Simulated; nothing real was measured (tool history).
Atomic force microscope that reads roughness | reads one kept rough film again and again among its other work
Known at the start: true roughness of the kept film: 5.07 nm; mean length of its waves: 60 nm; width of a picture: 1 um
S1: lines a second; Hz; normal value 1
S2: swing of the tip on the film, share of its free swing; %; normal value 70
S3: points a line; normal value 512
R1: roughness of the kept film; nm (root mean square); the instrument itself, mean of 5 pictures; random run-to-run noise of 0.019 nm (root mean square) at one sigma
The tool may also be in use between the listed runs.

Run 1, hour 0: usual settings. Result: R1 4.667 nm (root mean square).
Run 2, hour 48.9: usual settings. Result: R1 4.684 nm (root mean square).
Run 3, hour 110.7: usual settings. Result: R1 4.686 nm (root mean square).
Run 4, hour 163.3: usual settings. Result: R1 4.678 nm (root mean square).
Run 5, hour 228.8: usual settings. Result: R1 4.675 nm (root mean square).
Run 6, hour 294.2: usual settings. Result: R1 4.653 nm (root mean square).
Run 7, hour 345: usual settings. Result: R1 4.668 nm (root mean square).
Run 8, hour 405.5: usual settings but S3 1016. Result: R1 4.689 nm (root mean square).
Run 9, hour 436.7: usual settings but S1 1.4 Hz, S3 1016. Result: R1 4.604 nm (root mean square).
Run 10, hour 490.1: usual settings but S1 1.4 Hz, S3 1016. Result: R1 4.653 nm (root mean square).
Run 11, hour 547.8: usual settings but S3 718. Result: R1 4.697 nm (root mean square).
Run 12, hour 601.1: usual settings but S3 718. Result: R1 4.659 nm (root mean square).
Run 13, hour 636: usual settings but S3 718. Result: R1 4.65 nm (root mean square).
Run 14, hour 677.1: usual settings but S3 718. Result: R1 4.666 nm (root mean square).
Run 15, hour 740: usual settings but S3 718. Result: R1 4.663 nm (root mean square).
Run 16, hour 789.4: usual settings but S1 1.19 Hz. Result: R1 4.625 nm (root mean square).
Run 17, hour 816.3: usual settings but S1 1.19 Hz, S3 826. Result: R1 4.658 nm (root mean square).
Run 18, hour 863.6: usual settings but S1 1.19 Hz, S3 826. Result: R1 4.643 nm (root mean square).
Run 19, hour 897: usual settings but S1 1.19 Hz, S3 826. Result: R1 4.626 nm (root mean square).
Run 20, hour 954.5: usual settings but S1 2.02 Hz. Result: R1 4.494 nm (root mean square).
Run 21, hour 1020.3: usual settings. Result: R1 4.681 nm (root mean square).
Run 22, hour 1087.2: usual settings but S1 3.4 Hz. Result: R1 4.256 nm (root mean square).
Run 23, hour 1117.1: usual settings but S1 3.4 Hz. Result: R1 4.271 nm (root mean square).
Run 24, hour 1175.6: usual settings but S3 916. Result: R1 4.649 nm (root mean square).
Run 25, hour 1207.1: usual settings but S3 916. Result: R1 4.686 nm (root mean square).
Run 26, hour 1267.7: usual settings but S3 378. Result: R1 4.645 nm (root mean square).
Run 27, hour 1309.5: usual settings but S1 2.8 Hz, S2 80 %, S3 291. Result: R1 4.06 nm (root mean square).
Run 28, hour 1359.3: usual settings but S1 3.84 Hz, S2 82 %, S3 434. Result: R1 3.73 nm (root mean square).
Run 29, hour 1392.1: usual settings but S1 1.33 Hz, S2 65 %, S3 1008. Result: R1 4.648 nm (root mean square).
Run 30, hour 1422.5: usual settings but S1 1.43 Hz, S2 66 %, S3 515. Result: R1 4.68 nm (root mean square).
Run 31, hour 1478.7: usual settings but S1 2.79 Hz, S2 66 %, S3 285. Result: R1 4.435 nm (root mean square).
Run 32, hour 1509.6: usual settings but S1 1.45 Hz, S2 69 %, S3 418. Result: R1 4.577 nm (root mean square).
Run 33, hour 1571.3: usual settings but S1 0.97 Hz. Result: R1 4.666 nm (root mean square).
Run 34, hour 1620.7: usual settings but S1 1.03 Hz, S3 989. Result: R1 4.625 nm (root mean square).
Run 35, hour 1667.5: usual settings but S1 1.03 Hz, S3 989. Result: R1 4.646 nm (root mean square).
Run 36, hour 1700.6: usual settings but S1 2.84 Hz, S2 77 %. Result: R1 4.167 nm (root mean square).
Run 37, hour 1735.9: usual settings but S1 2.84 Hz, S2 77 %. Result: R1 4.144 nm (root mean square).
Run 38, hour 1789.9: usual settings but S1 3.69 Hz, S2 64 %, S3 461. Result: R1 4.41 nm (root mean square).
Run 39, hour 1823.3: usual settings but S1 3.69 Hz, S2 80 %, S3 461. Result: R1 3.886 nm (root mean square).
Run 40, hour 1862.4: usual settings but S1 1.23 Hz, S2 64 %, S3 461. Result: R1 4.71 nm (root mean square).
Run 41, hour 1903.9: usual settings but S3 1017. Result: R1 4.656 nm (root mean square).
Run 42, hour 1942.8: usual settings but S1 1.73 Hz, S2 77 %. Result: R1 4.399 nm (root mean square).
Run 43, hour 1989.9: usual settings but S1 2.09 Hz, S3 510. Result: R1 4.46 nm (root mean square).
Run 44, hour 2038.6: usual settings but S1 2.12 Hz, S2 63 %, S3 604. Result: R1 4.569 nm (root mean square).
Run 45, hour 2100.1: usual settings but S1 1.95 Hz, S3 278. Result: R1 4.506 nm (root mean square).
Run 46, hour 2141.4: usual settings but S1 1.95 Hz, S3 278. Result: R1 4.5 nm (root mean square).
Run 47, hour 2204.3: usual settings but S1 0.81 Hz, S2 89 %, S3 274. Result: R1 4.436 nm (root mean square).
Run 48, hour 2256.9: usual settings but S1 0.81 Hz, S2 89 %, S3 274. Result: R1 4.488 nm (root mean square).
Run 49, hour 2320.6: usual settings but S1 0.9 Hz, S3 758. Result: R1 4.64 nm (root mean square).
Run 50, hour 2348.2: usual settings but S1 1.93 Hz, S2 62 %. Result: R1 4.637 nm (root mean square).
Run 51, hour 2375.3: usual settings but S1 1.93 Hz, S2 62 %. Result: R1 4.608 nm (root mean square).

Withheld: 19 entries from between the runs. Position of each, and hidden state at the listed run before versus the listed run after:
From run 2 to run 3: new tip fitted (hour 93.6)
  radius of the tip, nm: 7.5 -> 7.1
From run 4 to run 5: new tip fitted (hour 227.8)
  radius of the tip, nm: 7.4 -> 7
From run 7 to run 8: new tip fitted (hour 358.9)
  radius of the tip, nm: 7.6 -> 7.3
From run 9 to run 10: new tip fitted (hour 490.1)
  radius of the tip, nm: 7.4 -> 7
From run 12 to run 13: new tip fitted (hour 621.5)
  radius of the tip, nm: 7.6 -> 7.1
From run 15 to run 16: new tip fitted (hour 751.2)
  radius of the tip, nm: 7.6 -> 7.2
From run 18 to run 19: new tip fitted (hour 883.7)
  radius of the tip, nm: 7.6 -> 7.1
From run 20 to run 21: new tip fitted (hour 1019.4)
  radius of the tip, nm: 7.4 -> 7
From run 21 to run 22: height scale calibrated on a step standard (hour 1079.2)
  radius of the tip, nm: 7 -> 7.4; height scale over the true one, %: 0.03 -> -0.01
From run 23 to run 24: new tip fitted (hour 1151.5)
  radius of the tip, nm: 7.5 -> 7.1
From run 26 to run 27: new tip fitted (hour 1285.3)
  radius of the tip, nm: 7.6 -> 7.2
From run 29 to run 30: new tip fitted (hour 1418.7)
  radius of the tip, nm: 7.6 -> 7; height scale over the true one, %: -0.01 -> 0
From run 32 to run 33: new tip fitted (hour 1549.9)
  radius of the tip, nm: 7.5 -> 7.1
From run 35 to run 36: new tip fitted (hour 1682.8)
  radius of the tip, nm: 7.7 -> 7.1
From run 38 to run 39: new tip fitted (hour 1813.3)
  radius of the tip, nm: 7.5 -> 7.1
From run 42 to run 43: new tip fitted (hour 1947.3)
  radius of the tip, nm: 7.7 -> 7.2
From run 44 to run 45: new tip fitted (hour 2078.3)
  radius of the tip, nm: 7.5 -> 7.1
From run 47 to run 48: new tip fitted (hour 2209.1)
  radius of the tip, nm: 7.7 -> 7.3; height scale over the true one, %: 0 -> 0.01
From run 49 to run 50: new tip fitted (hour 2341.4)
  radius of the tip, nm: 7.6 -> 7

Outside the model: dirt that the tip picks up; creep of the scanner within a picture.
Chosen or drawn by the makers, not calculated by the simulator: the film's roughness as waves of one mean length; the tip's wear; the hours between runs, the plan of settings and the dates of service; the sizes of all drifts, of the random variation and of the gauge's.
